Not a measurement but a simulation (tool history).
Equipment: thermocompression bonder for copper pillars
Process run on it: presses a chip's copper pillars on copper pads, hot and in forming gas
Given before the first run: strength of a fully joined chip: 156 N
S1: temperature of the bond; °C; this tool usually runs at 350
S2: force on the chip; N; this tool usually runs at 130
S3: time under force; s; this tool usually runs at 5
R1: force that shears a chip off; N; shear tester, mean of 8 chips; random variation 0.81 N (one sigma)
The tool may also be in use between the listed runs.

run   hour   S1   S2  S3    R1
  1    0.0  350  130   5  84.1
  2   52.6  350  130   5  85.9
  3   84.7  350  130   5  84.2
  4  124.5  350  130   5  84.1
  5  154.9  350  130   5  84.1
  6  187.0  350  130   5  85.8
  7  224.7  350  122   5  82.2
  8  272.3  350  122   5  81.7
  9  328.4  350  130   5  84.0
 10  375.4  350  130   5  84.7
 11  424.7  360  109   5  82.8
 12  475.0  360  109   5  81.8
 13  518.7  346  130   3  68.3
 14  566.6  350  130   4  77.6
 15  594.3  350  130   4  77.7
 16  638.6  350  130   4  78.2
 17  663.2  350  130   7  93.4

Between the runs listed above, the log contained 3 entries, not reproduced here. Where in the sequence does each belong, and how does what the log doesn't record of the tool's condition differ from the listed run before to the listed run after?
From run 1 to run 2: forming gas filter changed (hour 38.9)
  oxide that the forming gas leaves, % of the face: 0.81 -> 0.51
From run 9 to run 10: force cell calibrated (hour 375.4)
  force that reaches the chip, % of what is set: 100.2 -> 100; oxide that the forming gas leaves, % of the face: 0.72 -> 0.76
From run 12 to run 13: forming gas filter changed (hour 501.3)
  true temperature of the bond over the reading, C: 0.2 -> 0.3; oxide that the forming gas leaves, % of the face: 0.83 -> 0.52
